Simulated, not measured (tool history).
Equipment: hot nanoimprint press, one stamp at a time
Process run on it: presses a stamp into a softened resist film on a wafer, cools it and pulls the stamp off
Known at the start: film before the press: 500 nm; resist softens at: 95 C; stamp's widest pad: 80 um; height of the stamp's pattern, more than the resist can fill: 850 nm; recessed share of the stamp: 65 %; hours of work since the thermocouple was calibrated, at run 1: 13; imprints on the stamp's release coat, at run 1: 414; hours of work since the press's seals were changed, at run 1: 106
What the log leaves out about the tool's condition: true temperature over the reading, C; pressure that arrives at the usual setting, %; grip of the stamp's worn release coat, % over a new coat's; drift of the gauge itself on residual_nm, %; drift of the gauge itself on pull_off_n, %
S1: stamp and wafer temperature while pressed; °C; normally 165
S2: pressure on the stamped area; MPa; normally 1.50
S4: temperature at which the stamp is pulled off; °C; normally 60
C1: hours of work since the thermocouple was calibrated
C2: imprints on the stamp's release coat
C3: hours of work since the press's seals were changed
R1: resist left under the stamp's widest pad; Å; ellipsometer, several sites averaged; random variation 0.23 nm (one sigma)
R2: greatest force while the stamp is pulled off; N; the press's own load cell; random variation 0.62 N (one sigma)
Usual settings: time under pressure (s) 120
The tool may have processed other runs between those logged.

{"run": 1, "day": 0.0, "S1": 165, "S2": 1.5, "time under pressure (s)": 120, "S4": 60, "C1": 13, "C2": 414, "C3": 106, "R1": 2091, "R2": 92.4}
{"run": 2, "day": 0.658, "S1": 165, "S2": 2.25, "time under pressure (s)": 120, "S4": 60, "C1": 20, "C2": 450, "C3": 113, "R1": 1750, "R2": 92.1}
{"run": 3, "day": 1.138, "S1": 165, "S2": 1.65, "time under pressure (s)": 120, "S4": 60, "C1": 25, "C2": 476, "C3": 117, "R1": 2005, "R2": 91.0}
{"run": 4, "day": 1.479, "S1": 165, "S2": 1.65, "time under pressure (s)": 120, "S4": 60, "C1": 29, "C2": 494, "C3": 121, "R1": 2008, "R2": 91.7}
{"run": 5, "day": 2.138, "S1": 165, "S2": 1.65, "time under pressure (s)": 81, "S4": 60, "C1": 35, "C2": 530, "C3": 128, "R1": 2353, "R2": 91.8}
{"run": 6, "day": 2.642, "S1": 165, "S2": 1.5, "time under pressure (s)": 120, "S4": 60, "C1": 40, "C2": 557, "C3": 133, "R1": 2098, "R2": 91.2}
{"run": 7, "day": 3.271, "S1": 165, "S2": 1.5, "time under pressure (s)": 120, "S4": 60, "C1": 47, "C2": 591, "C3": 139, "R1": 2100, "R2": 91.5}
{"run": 8, "day": 3.896, "S1": 165, "S2": 1.5, "time under pressure (s)": 120, "S4": 60, "C1": 53, "C2": 625, "C3": 146, "R1": 2102, "R2": 91.1}
{"run": 9, "day": 4.233, "S1": 165, "S2": 1.5, "time under pressure (s)": 120, "S4": 60, "C1": 57, "C2": 643, "C3": 149, "R1": 2099, "R2": 91.4}
{"run": 10, "day": 4.604, "S1": 165, "S2": 1.5, "time under pressure (s)": 120, "S4": 65, "C1": 60, "C2": 663, "C3": 153, "R1": 2101, "R2": 87.2}
{"run": 11, "day": 5.142, "S1": 165, "S2": 1.5, "time under pressure (s)": 120, "S4": 65, "C1": 66, "C2": 692, "C3": 158, "R1": 2102, "R2": 87.5}
{"run": 12, "day": 5.421, "S1": 165, "S2": 1.5, "time under pressure (s)": 120, "S4": 65, "C1": 69, "C2": 707, "C3": 161, "R1": 2101, "R2": 87.5}
{"run": 13, "day": 5.925, "S1": 165, "S2": 1.5, "time under pressure (s)": 120, "S4": 65, "C1": 74, "C2": 734, "C3": 166, "R1": 2107, "R2": 86.8}
{"run": 14, "day": 6.546, "S1": 158, "S2": 1.5, "time under pressure (s)": 120, "S4": 60, "C1": 80, "C2": 768, "C3": 173, "R1": 2636, "R2": 91.3}
{"run": 15, "day": 6.842, "S1": 165, "S2": 1.96, "time under pressure (s)": 120, "S4": 60, "C1": 83, "C2": 784, "C3": 176, "R1": 1877, "R2": 92.1}
{"run": 16, "day": 7.258, "S1": 165, "S2": 1.96, "time under pressure (s)": 120, "S4": 60, "C1": 87, "C2": 806, "C3": 180, "R1": 1875, "R2": 92.4}
{"run": 17, "day": 7.646, "S1": 154, "S2": 1.5, "time under pressure (s)": 120, "S4": 60, "C1": 91, "C2": 827, "C3": 184, "R1": 2986, "R2": 91.3}
{"run": 18, "day": 8.142, "S1": 154, "S2": 1.5, "time under pressure (s)": 208, "S4": 64, "C1": 96, "C2": 854, "C3": 189, "R1": 2465, "R2": 87.9}
{"run": 19, "day": 8.438, "S1": 154, "S2": 1.5, "time under pressure (s)": 208, "S4": 64, "C1": 99, "C2": 870, "C3": 192, "R1": 2466, "R2": 88.1}
{"run": 20, "day": 8.704, "S1": 154, "S2": 1.5, "time under pressure (s)": 208, "S4": 64, "C1": 102, "C2": 884, "C3": 194, "R1": 2466, "R2": 87.8}
{"run": 21, "day": 8.996, "S1": 154, "S2": 1.5, "time under pressure (s)": 208, "S4": 49, "C1": 105, "C2": 900, "C3": 197, "R1": 2469, "R2": 101.4}
{"run": 22, "day": 9.533, "S1": 154, "S2": 1.3, "time under pressure (s)": 208, "S4": 49, "C1": 110, "C2": 929, "C3": 203, "R1": 2609, "R2": 100.9}
{"run": 23, "day": 9.975, "S1": 154, "S2": 1.3, "time under pressure (s)": 208, "S4": 49, "C1": 115, "C2": 953, "C3": 207, "R1": 2615, "R2": 100.7}
{"run": 24, "day": 10.558, "S1": 164, "S2": 1.41, "time under pressure (s)": 131, "S4": 62, "C1": 121, "C2": 984, "C3": 213, "R1": 2168, "R2": 88.6}
{"run": 25, "day": 11.142, "S1": 158, "S2": 0.95, "time under pressure (s)": 65, "S4": 48, "C1": 127, "C2": 1016, "C3": 219, "R1": 3679, "R2": 103.1}
{"run": 26, "day": 11.508, "S1": 165, "S2": 0.95, "time under pressure (s)": 70, "S4": 48, "C1": 131, "C2": 1036, "C3": 223, "R1": 3072, "R2": 102.5}
{"run": 27, "day": 11.783, "S1": 165, "S2": 0.95, "time under pressure (s)": 70, "S4": 48, "C1": 133, "C2": 1050, "C3": 226, "R1": 3073, "R2": 102.1}
{"run": 28, "day": 12.092, "S1": 159, "S2": 1.0, "time under pressure (s)": 234, "S4": 50, "C1": 136, "C2": 1067, "C3": 229, "R1": 2354, "R2": 101.2}
{"run": 29, "day": 12.696, "S1": 159, "S2": 1.0, "time under pressure (s)": 234, "S4": 50, "C1": 143, "C2": 1100, "C3": 235, "R1": 2349, "R2": 100.8}

Alternative continuations, all from the tool just after run 29; predict every row:
{"run": "A", "day": 12.962, "S1": 174, "S2": 1.68, "time under pressure (s)": 226, "S4": 60, "C1": 145, "C2": 1114, "C3": 238, "R1": "?", "R2": "?"}
{"run": "B", "day": 12.962, "S1": 165, "S2": 1.5, "time under pressure (s)": 119, "S4": 60, "C1": 145, "C2": 1114, "C3": 238, "R1": "?", "R2": "?"}
{"run": "C", "day": 12.962, "S1": 156, "S2": 1.5, "time under pressure (s)": 120, "S4": 60, "C1": 145, "C2": 1114, "C3": 238, "R1": "?", "R2": "?"}

run=A R1=1139 R2=90.7
run=B R1=2130 R2=91.9
run=C R1=2831 R2=91.6
With the hidden condition removed and each run's random variation left untouched, the same runs would have given:
run=A R1=1121 R2=90.6
run=B R1=2096 R2=91.8
run=C R1=2787 R2=91.5
